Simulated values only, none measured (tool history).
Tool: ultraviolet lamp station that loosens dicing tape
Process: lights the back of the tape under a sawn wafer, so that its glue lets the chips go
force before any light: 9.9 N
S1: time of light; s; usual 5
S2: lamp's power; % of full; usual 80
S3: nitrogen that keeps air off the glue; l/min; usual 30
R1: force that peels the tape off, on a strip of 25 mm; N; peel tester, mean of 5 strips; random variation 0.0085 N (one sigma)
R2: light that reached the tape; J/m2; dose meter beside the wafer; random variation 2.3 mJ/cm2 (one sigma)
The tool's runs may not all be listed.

{"run": 1, "day": 0.0, "S1": 5, "S2": 80, "S3": 30, "R1": 0.437, "R2": 2260}
{"run": 2, "day": 0.367, "S1": 5, "S2": 80, "S3": 30, "R1": 0.411, "R2": 2210}
{"run": 3, "day": 0.725, "S1": 5, "S2": 80, "S3": 30, "R1": 0.432, "R2": 2210}
{"run": 4, "day": 1.075, "S1": 5, "S2": 80, "S3": 30, "R1": 0.464, "R2": 2190}
{"run": 5, "day": 1.3, "S1": 5, "S2": 80, "S3": 30, "R1": 0.458, "R2": 2170}
{"run": 6, "day": 1.704, "S1": 5, "S2": 80, "S3": 30, "R1": 0.448, "R2": 2150}
{"run": 7, "day": 2.012, "S1": 5, "S2": 68, "S3": 30, "R1": 0.687, "R2": 1840}
{"run": 8, "day": 2.396, "S1": 5, "S2": 73, "S3": 30, "R1": 0.58, "R2": 1950}
{"run": 9, "day": 2.788, "S1": 5, "S2": 73, "S3": 30, "R1": 0.597, "R2": 1980}
{"run": 10, "day": 3.05, "S1": 5, "S2": 73, "S3": 30, "R1": 0.586, "R2": 1920}
{"day": 3.179, "done": "window cleaned of glue's vapour"}
{"run": 11, "day": 3.283, "S1": 5, "S2": 73, "S3": 30, "R1": 0.507, "R2": 2070}
{"run": 12, "day": 3.671, "S1": 5, "S2": 73, "S3": 30, "R1": 0.523, "R2": 2090}
{"run": 13, "day": 4.038, "S1": 5, "S2": 73, "S3": 30, "R1": 0.518, "R2": 2050}
{"run": 14, "day": 4.221, "S1": 5, "S2": 73, "S3": 30, "R1": 0.528, "R2": 2050}
{"run": 15, "day": 4.392, "S1": 5, "S2": 72, "S3": 30, "R1": 0.572, "R2": 2020}
{"run": 16, "day": 4.625, "S1": 5, "S2": 72, "S3": 30, "R1": 0.531, "R2": 2020}
{"run": 17, "day": 4.796, "S1": 5, "S2": 80, "S3": 14, "R1": 0.883, "R2": 2240}
{"run": 18, "day": 5.004, "S1": 7, "S2": 70, "S3": 44, "R1": 0.197, "R2": 2710}
{"run": 19, "day": 5.396, "S1": 2, "S2": 80, "S3": 29, "R1": 2.709, "R2": 890}

The next listed run, before its measurement:
{"run": 20, "day": 5.775, "S1": 8, "S2": 80, "S3": 30, "R1": "?", "R2": "?"}

{"run 20": {"R1": 0.165, "R2": 3530}}
Without the tool's hidden state the same run would have given R1 0.149 N, R2 3870 J/m2.
